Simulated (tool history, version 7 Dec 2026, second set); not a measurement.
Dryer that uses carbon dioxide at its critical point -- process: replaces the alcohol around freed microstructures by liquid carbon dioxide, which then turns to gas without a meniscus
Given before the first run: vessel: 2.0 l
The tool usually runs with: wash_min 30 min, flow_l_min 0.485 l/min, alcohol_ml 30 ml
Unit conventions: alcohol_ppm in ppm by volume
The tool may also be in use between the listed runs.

run   hour  wash_min  flow_l_min  alcohol_ml  alcohol_ppm
  1    0.0        30       0.485          30           88
  2    7.8        34       0.485          30           59
  3   16.4        34       0.485          30           49
  4   21.5        34       0.485          30           53
  5   25.8        34       0.485          30           48
  6   33.3        30       0.485          30           80
  7   37.6        30       0.485          30           89
  8   41.7        19       0.485          30          539
  9   51.0        19       0.485          30          528
 10   55.5        19       0.485          30          555
      61.4  -- inlet filter changed
 11   65.5        47       0.485          30           27
 12   72.9        47       0.485          30           19
 13   81.3        47       0.485          30           29
 14   89.7        30       0.485          35           74
 15   94.8        30       0.485          35           72
 16  103.1        30       0.485          35           69
 17  111.6        34       0.485          30           44
 18  120.4        30       0.485          30           63
 19  127.5        30       0.485          30           60
 20  133.8        30       0.485          30           55
 21  137.7        43       0.773          25           28
 22  146.3        32       0.405          63          210
 23  151.1        41       0.556          22           13
 24  159.1        42       0.715          32           22
 25  166.5        42       0.715          32           21
 26  172.6        20       0.321          60         2470
 27  181.3        20       0.321          60         2459
 28  185.8        20       0.302          74         3545
 29  189.8        30       0.485          40           86
 30  196.8        30       0.485          40           85
 31  204.8        30       0.485          40           84
 32  213.6        30       0.485          40           86
 33  218.9        32       0.739          31           18
 34  223.2        32       0.739          31           22
 35  228.8        31       0.821          30           24
 36  235.7        30       0.310          72          986
 37  245.1        30       0.480          21           61

Branching from run 37: 5 alternative next runs. What would each branch give?
  A  249.6        26       0.480          21            ?
  B  249.6        30       0.485         119            ?
  C  249.6        30       0.480          53            ?
  D  249.6        26       0.318          43            ?
  E  249.6        28       0.304          86            ?

run  alcohol_ppm
  A          106
  B          208
  C          115
  D          901
  E         1617
With no hidden state in the tool, these same runs would have given:
run  alcohol_ppm
  A           79
  B          168
  C           85
  D          826
  E         1495
